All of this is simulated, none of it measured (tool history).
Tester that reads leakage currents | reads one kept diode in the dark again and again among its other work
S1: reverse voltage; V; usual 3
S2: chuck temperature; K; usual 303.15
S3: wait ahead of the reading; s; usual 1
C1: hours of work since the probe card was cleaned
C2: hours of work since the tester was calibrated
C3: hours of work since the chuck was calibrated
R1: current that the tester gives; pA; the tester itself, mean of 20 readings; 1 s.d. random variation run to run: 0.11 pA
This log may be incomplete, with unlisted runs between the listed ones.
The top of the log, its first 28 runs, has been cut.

{"run": 29, "day": 61.896, "S1": 1.58, "S2": 303.15, "S3": 3.14, "C1": 486, "C2": 2647, "C3": 1621, "R1": 25.28}
{"run": 30, "day": 63.092, "S1": 1.58, "S2": 303.15, "S3": 3.14, "C1": 505, "C2": 2666, "C3": 1640, "R1": 25.2}
{"run": 31, "day": 65.533, "S1": 1.37, "S2": 312.15, "S3": 1.92, "C1": 543, "C2": 2705, "C3": 1678, "R1": 48.97}
{"run": 32, "day": 67.571, "S1": 3, "S2": 297.15, "S3": 0.75, "C1": 575, "C2": 2737, "C3": 1711, "R1": 20.48}
{"run": 33, "day": 70.0, "S1": 1.09, "S2": 296.15, "S3": 0.58, "C1": 614, "C2": 2775, "C3": 1749, "R1": 13.12}
{"run": 34, "day": 71.854, "S1": 1.09, "S2": 296.15, "S3": 0.58, "C1": 643, "C2": 2804, "C3": 1778, "R1": 13.07}
{"run": 35, "day": 74.667, "S1": 4.46, "S2": 305.15, "S3": 0.48, "C1": 687, "C2": 2849, "C3": 1823, "R1": 44.16}
{"run": 36, "day": 76.621, "S1": 9.82, "S2": 294.15, "S3": 0.48, "C1": 718, "C2": 2880, "C3": 1853, "R1": 31.1}
{"run": 37, "day": 78.9, "S1": 9.82, "S2": 294.15, "S3": 0.48, "C1": 754, "C2": 2916, "C3": 1889, "R1": 31.12}
{"run": 38, "day": 81.467, "S1": 4.81, "S2": 310.15, "S3": 1, "C1": 795, "C2": 2956, "C3": 1930, "R1": 63.93}
{"run": 39, "day": 82.95, "S1": 3.93, "S2": 301.15, "S3": 0.98, "C1": 818, "C2": 2979, "C3": 1953, "R1": 30.5}

What if the next run were any one of these 5? Each begins from the tool's condition after run 39:
{"run": "A", "day": 84.392, "S1": 2.7, "S2": 303.15, "S3": 0.94, "C1": 841, "C2": 3002, "C3": 1976, "R1": "?"}
{"run": "B", "day": 84.392, "S1": 2.39, "S2": 297.15, "S3": 0.98, "C1": 841, "C2": 3002, "C3": 1976, "R1": "?"}
{"run": "C", "day": 84.392, "S1": 6.72, "S2": 309.15, "S3": 2.43, "C1": 841, "C2": 3002, "C3": 1976, "R1": "?"}
{"run": "D", "day": 84.392, "S1": 1.05, "S2": 309.15, "S3": 1, "C1": 841, "C2": 3002, "C3": 1976, "R1": "?"}
{"run": "E", "day": 84.392, "S1": 1.41, "S2": 303.15, "S3": 5.72, "C1": 841, "C2": 3002, "C3": 1976, "R1": "?"}

run=A R1=30.69
run=B R1=18.66
run=C R1=66.28
run=D R1=35.6
run=E R1=24.22
What these runs would have given with no unlogged condition in the tool:
run=A R1=32.47
run=B R1=19.26
run=C R1=69.28
run=D R1=39.07
run=E R1=26.21
